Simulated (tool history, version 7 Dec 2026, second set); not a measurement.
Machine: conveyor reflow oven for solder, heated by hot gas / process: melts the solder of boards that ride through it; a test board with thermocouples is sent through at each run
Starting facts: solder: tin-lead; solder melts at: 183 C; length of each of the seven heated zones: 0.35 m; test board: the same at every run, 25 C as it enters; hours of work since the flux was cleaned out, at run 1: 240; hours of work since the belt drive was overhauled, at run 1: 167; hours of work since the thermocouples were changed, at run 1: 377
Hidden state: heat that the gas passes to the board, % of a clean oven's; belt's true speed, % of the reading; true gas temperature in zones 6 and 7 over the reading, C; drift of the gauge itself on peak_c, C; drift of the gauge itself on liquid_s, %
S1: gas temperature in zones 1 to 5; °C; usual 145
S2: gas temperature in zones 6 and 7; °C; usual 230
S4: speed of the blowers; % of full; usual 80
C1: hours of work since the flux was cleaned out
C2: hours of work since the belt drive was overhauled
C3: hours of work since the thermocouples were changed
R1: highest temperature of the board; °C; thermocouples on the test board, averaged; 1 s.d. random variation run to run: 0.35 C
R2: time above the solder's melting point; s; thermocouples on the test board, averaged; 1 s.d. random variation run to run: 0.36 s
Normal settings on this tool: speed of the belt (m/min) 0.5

run 1 hour=0 | S1=145 S2=230 speed_of_the_belt_(m/min)=0.5 S4=80 | C1=240 C2=167 C3=377 | R1=214.7 R2=62.7
run 2 hour=16.1 | S1=145 S2=230 speed_of_the_belt_(m/min)=0.5 S4=80 | C1=251 C2=178 C3=387 | R1=214.8 R2=63.2
run 3 hour=30 | S1=145 S2=230 speed_of_the_belt_(m/min)=0.5 S4=80 | C1=260 C2=187 C3=397 | R1=214.6 R2=63.6
run 4 hour=39.5 | S1=145 S2=230 speed_of_the_belt_(m/min)=0.5 S4=80 | C1=267 C2=193 C3=403 | R1=214.4 R2=62.8
run 5 hour=48.2 | S1=145 S2=230 speed_of_the_belt_(m/min)=0.5 S4=80 | C1=272 C2=199 C3=409 | R1=214.6 R2=63.3
run 6 hour=67.4 | S1=145 S2=230 speed_of_the_belt_(m/min)=0.5 S4=80 | C1=285 C2=212 C3=422 | R1=214.4 R2=63.2
run 7 hour=81.1 | S1=145 S2=230 speed_of_the_belt_(m/min)=0.5 S4=80 | C1=294 C2=221 C3=431 | R1=214.3 R2=63.3
-- hour=86.1 belt drive overhauled, speed set with a stopwatch
run 8 hour=100.7 | S1=145 S2=230 speed_of_the_belt_(m/min)=0.5 S4=80 | C1=305 C2=10 C3=441 | R1=214.2 R2=62.6
run 9 hour=120.2 | S1=145 S2=230 speed_of_the_belt_(m/min)=0.5 S4=80 | C1=318 C2=23 C3=454 | R1=214.2 R2=62.9
run 10 hour=133.3 | S1=145 S2=230 speed_of_the_belt_(m/min)=0.5 S4=80 | C1=327 C2=32 C3=463 | R1=214 R2=62.2
run 11 hour=145.4 | S1=145 S2=230 speed_of_the_belt_(m/min)=0.5 S4=80 | C1=335 C2=40 C3=471 | R1=214.2 R2=63.5
run 12 hour=155.7 | S1=148 S2=230 speed_of_the_belt_(m/min)=0.5 S4=80 | C1=342 C2=46 C3=478 | R1=214.8 R2=64.4
run 13 hour=165.1 | S1=148 S2=230 speed_of_the_belt_(m/min)=0.422 S4=80 | C1=348 C2=53 C3=484 | R1=219 R2=82.9
run 14 hour=178.6 | S1=145 S2=241 speed_of_the_belt_(m/min)=0.5 S4=80 | C1=357 C2=62 C3=493 | R1=223 R2=69.3
-- hour=188.4 belt drive overhauled, speed set with a stopwatch, once more
run 15 hour=193.8 | S1=147 S2=239 speed_of_the_belt_(m/min)=0.441 S4=67 | C1=364 C2=4 C3=501 | R1=223.5 R2=80
run 16 hour=209.3 | S1=147 S2=230 speed_of_the_belt_(m/min)=0.492 S4=80 | C1=375 C2=14 C3=511 | R1=214.2 R2=65.1
run 17 hour=223.4 | S1=147 S2=230 speed_of_the_belt_(m/min)=0.492 S4=80 | C1=384 C2=23 C3=521 | R1=214.3 R2=63.9
run 18 hour=242.9 | S1=147 S2=230 speed_of_the_belt_(m/min)=0.492 S4=60 | C1=397 C2=36 C3=534 | R1=210.8 R2=60
run 19 hour=258.2 | S1=145 S2=230 speed_of_the_belt_(m/min)=0.413 S4=84 | C1=407 C2=47 C3=544 | R1=219.1 R2=82
run 20 hour=272.5 | S1=145 S2=230 speed_of_the_belt_(m/min)=0.413 S4=84 | C1=417 C2=56 C3=553 | R1=218.5 R2=81.9
run 21 hour=283.5 | S1=145 S2=223 speed_of_the_belt_(m/min)=0.558 S4=80 | C1=424 C2=63 C3=561 | R1=203.9 R2=43.9
-- hour=303.4 flux residue cleaned out of gas plates and filters
run 22 hour=303.4 | S1=145 S2=235 speed_of_the_belt_(m/min)=0.542 S4=60 | C1=0 C2=73 C3=571 | R1=215.6 R2=57.4
run 23 hour=315 | S1=148 S2=229 speed_of_the_belt_(m/min)=0.5 S4=80 | C1=8 C2=81 C3=578 | R1=217 R2=67.4
run 24 hour=327.4 | S1=148 S2=229 speed_of_the_belt_(m/min)=0.5 S4=80 | C1=16 C2=89 C3=587 | R1=217 R2=66.7
run 25 hour=344.6 | S1=157 S2=227 speed_of_the_belt_(m/min)=0.478 S4=59 | C1=28 C2=101 C3=598 | R1=214.7 R2=72.7
run 26 hour=358.7 | S1=145 S2=230 speed_of_the_belt_(m/min)=0.533 S4=80 | C1=37 C2=110 C3=607 | R1=215.5 R2=59.6
run 27 hour=371.4 | S1=145 S2=230 speed_of_the_belt_(m/min)=0.533 S4=80 | C1=45 C2=119 C3=616 | R1=215.6 R2=59.6

Predict each of these 3 candidate next runs independently; none follows another, all start after run 27:
run A hour=386 | S1=145 S2=231 speed_of_the_belt_(m/min)=0.5 S4=80 | C1=55 C2=129 C3=626 | R1=? R2=?
run B hour=386 | S1=152 S2=231 speed_of_the_belt_(m/min)=0.5 S4=88 | C1=55 C2=129 C3=626 | R1=? R2=?
run C hour=386 | S1=158 S2=243 speed_of_the_belt_(m/min)=0.466 S4=80 | C1=55 C2=129 C3=626 | R1=? R2=?

run=A R1=218.4 R2=66.2
run=B R1=219.5 R2=70.8
run=C R1=232.2 R2=87.5
The same runs, with their run-to-run variation unchanged, on a tool lacking any hidden condition would have given:
run=A R1=216.9 R2=65.1
run=B R1=217.9 R2=69.8
run=C R1=230.6 R2=86.5
